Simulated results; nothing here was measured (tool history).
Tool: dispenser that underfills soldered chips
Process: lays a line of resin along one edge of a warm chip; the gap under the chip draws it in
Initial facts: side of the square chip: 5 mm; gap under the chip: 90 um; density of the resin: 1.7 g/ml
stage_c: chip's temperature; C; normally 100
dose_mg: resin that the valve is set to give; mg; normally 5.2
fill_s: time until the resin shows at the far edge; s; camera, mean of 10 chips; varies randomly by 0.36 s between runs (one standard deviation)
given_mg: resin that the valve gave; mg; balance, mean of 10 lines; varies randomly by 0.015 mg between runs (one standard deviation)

Run 1, hour 0: usual settings. Result: fill_s 36 s, given_mg 5.2 mg.
At hour 2.5: new syringe of resin.
Run 2, hour 5.6: usual settings. Result: fill_s 22.2 s, given_mg 5.21 mg.
Run 3, hour 13.5: usual settings. Result: fill_s 32.3 s, given_mg 5.19 mg.
At hour 17.6: new syringe of resin.
Run 4, hour 21.9: usual settings but stage_c 107 C. Result: fill_s 16.8 s, given_mg 5.16 mg.
Run 5, hour 27.4: usual settings. Result: fill_s 30.7 s, given_mg 5.17 mg.
At hour 32.5: new syringe of resin.
Run 6, hour 35.2: usual settings. Result: fill_s 21.7 s, given_mg 5.15 mg.
Run 7, hour 43.5: usual settings but stage_c 99 C. Result: fill_s 34.2 s, given_mg 5.13 mg.
At hour 47.4: new syringe of resin.
Run 8, hour 49.8: usual settings but stage_c 99 C. Result: fill_s 22.5 s, given_mg 5.16 mg.
Run 9, hour 53.3: usual settings but stage_c 99 C. Result: fill_s 26.3 s, given_mg 5.11 mg.
Run 10, hour 59.3: usual settings but stage_c 92 C. Result: fill_s 49.7 s, given_mg 5.12 mg.
At hour 62.4: new syringe of resin.
Run 11, hour 63.7: usual settings but stage_c 92 C. Result: fill_s 27.8 s, given_mg 5.1 mg.
Run 12, hour 68.5: usual settings but stage_c 92 C. Result: fill_s 36.2 s, given_mg 5.07 mg.
At hour 77.4: new syringe of resin.
Run 13, hour 77.5: usual settings but stage_c 92 C. Result: fill_s 26.3 s, given_mg 5.1 mg.
Run 14, hour 82.1: usual settings. Result: fill_s 23.5 s, given_mg 5.06 mg.
Run 15, hour 90.8: usual settings. Result: fill_s 36.2 s, given_mg 5.04 mg.
At hour 92.3: new syringe of resin.
Run 16, hour 97.2: usual settings. Result: fill_s 23.1 s, given_mg 5.03 mg.
Run 17, hour 103.3: usual settings. Result: fill_s 32.5 s, given_mg 5.03 mg.
At hour 107.1: new syringe of resin.
Run 18, hour 108.1: usual settings. Result: fill_s 19.7 s, given_mg 5.03 mg.
Run 19, hour 115.5: usual settings but stage_c 91 C, dose_mg 5.38 mg. Result: fill_s 42.5 s, given_mg 5.21 mg.
At hour 122.3: new syringe of resin.
Run 20, hour 122.8: usual settings but stage_c 91 C, dose_mg 5.38 mg. Result: fill_s 27.3 s, given_mg 5.2 mg.
At hour 125.7: dispensing valve cleaned and set on the balance.
Run 21, hour 131.1: usual settings but stage_c 104 C, dose_mg 5.1 mg. Result: fill_s 22.5 s, given_mg 5.09 mg.
At hour 138.4: new syringe of resin.
Run 22, hour 139.6: usual settings but stage_c 104 C, dose_mg 5.1 mg. Result: fill_s 16.1 s, given_mg 5.07 mg.
Run 23, hour 143.2: usual settings but dose_mg 4.9 mg. Result: fill_s 22.9 s, given_mg 4.87 mg.
Run 24, hour 149: usual settings but stage_c 91 C, dose_mg 6.58 mg. Result: fill_s 44.8 s, given_mg 6.51 mg.
At hour 153.2: new syringe of resin.
Run 25, hour 153.4: usual settings but stage_c 91 C, dose_mg 6.58 mg. Result: fill_s 26 s, given_mg 6.55 mg.
Run 26, hour 161.9: usual settings but stage_c 87 C, dose_mg 4.43 mg. Result: fill_s 55.1 s, given_mg 4.37 mg.
Run 27, hour 165.9: usual settings but stage_c 108 C, dose_mg 4.43 mg. Result: fill_s 25.7 s, given_mg 4.37 mg.
At hour 168.2: new syringe of resin.
Run 28, hour 170.1: usual settings but stage_c 108 C, dose_mg 4.43 mg. Result: fill_s 15 s, given_mg 4.39 mg.
Run 29, hour 177.6: usual settings but stage_c 112 C, dose_mg 4.56 mg. Result: fill_s 18.9 s, given_mg 4.51 mg.
At hour 183.5: new syringe of resin.
Run 30, hour 184.3: usual settings but stage_c 112 C, dose_mg 4.56 mg. Result: fill_s 11.2 s, given_mg 4.46 mg.
Run 31, hour 191.1: usual settings but stage_c 114 C, dose_mg 5.52 mg. Result: fill_s 14.2 s, given_mg 5.42 mg.
Run 32, hour 197.2: usual settings but stage_c 114 C, dose_mg 5.52 mg. Result: fill_s 19.4 s, given_mg 5.39 mg.
At hour 198.6: new syringe of resin.
Run 33, hour 206.1: usual settings but stage_c 114 C, dose_mg 5.52 mg. Result: fill_s 13.9 s, given_mg 5.38 mg.
Run 34, hour 210.8: usual settings but stage_c 102 C. Result: fill_s 29.7 s, given_mg 5.06 mg.
At hour 213.5: new syringe of resin.
Run 35, hour 215.4: usual settings but stage_c 91 C, dose_mg 5.53 mg. Result: fill_s 28.7 s, given_mg 5.39 mg.
Run 36, hour 222.1: usual settings but stage_c 85 C, dose_mg 5.17 mg. Result: fill_s 55.8 s, given_mg 5.04 mg.

Predict each of these 4 candidate next runs independently; none follows another, all start after run 36:
At hour 228.6: new syringe of resin.
Run A, hour 228.9: usual settings but stage_c 92 C. Result: fill_s ?, given_mg ?.
At hour 228.6: new syringe of resin.
Run B, hour 228.9: usual settings but stage_c 96 C. Result: fill_s ?, given_mg ?.
At hour 228.6: new syringe of resin.
Run C, hour 228.9: usual settings but stage_c 114 C, dose_mg 5.79 mg. Result: fill_s ?, given_mg ?.
At hour 228.6: new syringe of resin.
Run D, hour 228.9: usual settings but stage_c 112 C, dose_mg 5.73 mg. Result: fill_s ?, given_mg ?.

run  fill_s  given_mg
  A    26.1      5.03
  B    22.4      5.03
  C     9.3      5.61
  D    10.1      5.56
What these runs would have given with no unlogged condition in the tool:
run  fill_s  given_mg
  A    28.7       5.2
  B    24.4      5.19
  C    10.1      5.79
  D      11      5.75
